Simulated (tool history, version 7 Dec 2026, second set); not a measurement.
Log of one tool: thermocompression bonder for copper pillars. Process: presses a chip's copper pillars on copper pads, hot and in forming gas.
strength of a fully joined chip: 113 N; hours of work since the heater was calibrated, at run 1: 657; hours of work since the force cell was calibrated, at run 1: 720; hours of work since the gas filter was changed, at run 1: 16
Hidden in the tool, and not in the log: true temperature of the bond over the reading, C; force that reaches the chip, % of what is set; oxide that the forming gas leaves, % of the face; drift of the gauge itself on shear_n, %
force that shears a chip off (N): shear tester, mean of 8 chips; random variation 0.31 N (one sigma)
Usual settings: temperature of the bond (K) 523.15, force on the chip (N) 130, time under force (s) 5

run     day  temperature of the bond (K)  force on the chip (N)  time under force (s)  hours of work since the heater was calibrated  hours of work since the force cell was calibrated  hours of work since the gas filter was changed  force that shears a chip off (N)
  1       0                       523.15                    130                     5                                            657                                                720                                              16                              50.9
  2   0.833                       523.15                    130                     5                                            668                                                731                                              28                              50.3
  3   2.221                       523.15                    130                     8                                            688                                                751                                              47                              58.8
  4   3.017                       523.15                    130                     8                                            699                                                762                                              58                              58.5
  5   4.062                       523.15                    130                     8                                            713                                                776                                              73                              58.7
  6   5.225                       523.15                    130                     8                                            730                                                793                                              89                              58.6
  7   6.817                       523.15                    130                     8                                            752                                                815                                             111                              58.4
  8   7.833                       523.15                    130                     4                                            766                                                829                                             125                              45.7
  9   9.292                       523.15                    130                     4                                            786                                                849                                             146                              45.6
 10  10.583                       523.15                    130                     4                                            804                                                867                                             164                              45.2
 11  12.183                       523.15                    130                     4                                            827                                                890                                             186                              44.8
 12  13.788                       523.15                    130                     4                                            849                                                912                                             208                              45.5
 13  14.592                       523.15                    130                     5                                            860                                                923                                             220                              48.5
 14  15.325                       523.15                    165                     5                                            870                                                934                                             230                                62
 15  16.208                       522.15                    165                     7                                            883                                                946                                             242                              67.4
 16  16.917                       506.15                    166                     7                                            893                                                956                                             252                              57.5
 17  17.742                       548.15                    114                     3                                            904                                                967                                             264                              46.2
 18  18.929                       511.15                     93                     5                                            921                                                984                                             280                              27.7
 19  19.658                       498.15                     93                     5                                            931                                                994                                             290                              22.4
 20  21.267                       498.15                     93                     5                                            953                                               1016                                             313                              23.2
 21  22.546                       502.15                    121                     6                                            971                                               1034                                             331                              36.5
 22  23.825                       551.15                    154                     6                                            989                                               1052                                             349                                75
 23  24.975                       551.15                    154                     6                                           1005                                               1068                                             365                              75.1

4 ways to go on from here, each from the tool as it stands after run 23. What would each give?
     25.838  -- forming gas filter changed
  A  26.629                       551.15                     99                     6                                           1028                                               1091                                              11                                 ?
     25.838  -- forming gas filter changed
  B  26.629                       505.15                    154                     3                                           1028                                               1091                                              11                                 ?
     25.838  -- forming gas filter changed
  C  26.629                       549.15                    138                     5                                           1028                                               1091                                              11                                 ?
     25.838  -- forming gas filter changed
  D  26.629                       500.15                     99                     5                                           1028                                               1091                                              11                                 ?

run  force that shears a chip off (N)
  A                              57.1
  B                                42
  C                              72.9
  D                              28.3
Without the tool's hidden state the same runs would have given:
run  force that shears a chip off (N)
  A                              49.7
  B                              35.4
  C                              64.9
  D                              23.4
